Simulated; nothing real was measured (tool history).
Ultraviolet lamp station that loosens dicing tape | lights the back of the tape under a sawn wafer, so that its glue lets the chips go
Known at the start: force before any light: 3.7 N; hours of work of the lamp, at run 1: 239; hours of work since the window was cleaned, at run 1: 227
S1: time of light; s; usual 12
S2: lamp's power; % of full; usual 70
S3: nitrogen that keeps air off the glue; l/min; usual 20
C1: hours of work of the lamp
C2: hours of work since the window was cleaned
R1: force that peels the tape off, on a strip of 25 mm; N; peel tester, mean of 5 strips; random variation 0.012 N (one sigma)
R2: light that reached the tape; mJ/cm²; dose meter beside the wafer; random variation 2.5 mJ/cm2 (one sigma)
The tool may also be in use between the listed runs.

| run | day | S1 | S2 | S3 | C1 | C2 | R1 | R2 |
|---|---|---|---|---|---|---|---|---|
| 1 | 0 | 12 | 70 | 20 | 239 | 227 | 0.691 | 254 |
| 2 | 0.425 | 12 | 70 | 20 | 244 | 233 | 0.71 | 252 |
| 3 | 0.654 | 12 | 70 | 20 | 247 | 236 | 0.708 | 252 |
| 4 | 1.088 | 12 | 70 | 20 | 253 | 241 | 0.712 | 253 |
|  | 1.146 | window cleaned of glue's vapour |
| 5 | 1.542 | 12 | 70 | 20 | 258 | 5 | 0.717 | 249 |
| 6 | 1.771 | 12 | 70 | 7 | 261 | 8 | 1.124 | 246 |
|  | 2.104 | window cleaned of glue's vapour, once more |
| 7 | 2.121 | 12 | 70 | 7 | 265 | 0 | 1.029 | 276 |
| 8 | 2.404 | 12 | 70 | 7 | 269 | 4 | 0.998 | 275 |
| 9 | 2.792 | 9 | 65 | 7 | 274 | 9 | 1.522 | 186 |
| 10 | 3.108 | 12 | 66 | 38 | 278 | 13 | 0.532 | 255 |
| 11 | 3.371 | 12 | 66 | 38 | 281 | 16 | 0.548 | 250 |

5 ways to go on from here, each from the tool as it stands after run 11. What would each give?
| A | 3.808 | 9 | 82 | 15 | 287 | 22 | ? | ? |
| B | 3.808 | 12 | 96 | 10 | 287 | 22 | ? | ? |
| C | 3.808 | 7 | 83 | 10 | 287 | 22 | ? | ? |
| D | 3.808 | 17 | 80 | 40 | 287 | 22 | ? | ? |
| E | 3.808 | 9 | 70 | 25 | 287 | 22 | ? | ? |

| run | R1 | R2 |
|---|---|---|
| A | 0.889 | 239 |
| B | 0.545 | 374 |
| C | 1.343 | 192 |
| D | 0.205 | 444 |
| E | 0.857 | 203 |
Without the tool's hidden state the same runs would have given:
| run | R1 | R2 |
|---|---|---|
| A | 0.768 | 266 |
| B | 0.458 | 416 |
| C | 1.206 | 213 |
| D | 0.177 | 493 |
| E | 0.74 | 226 |
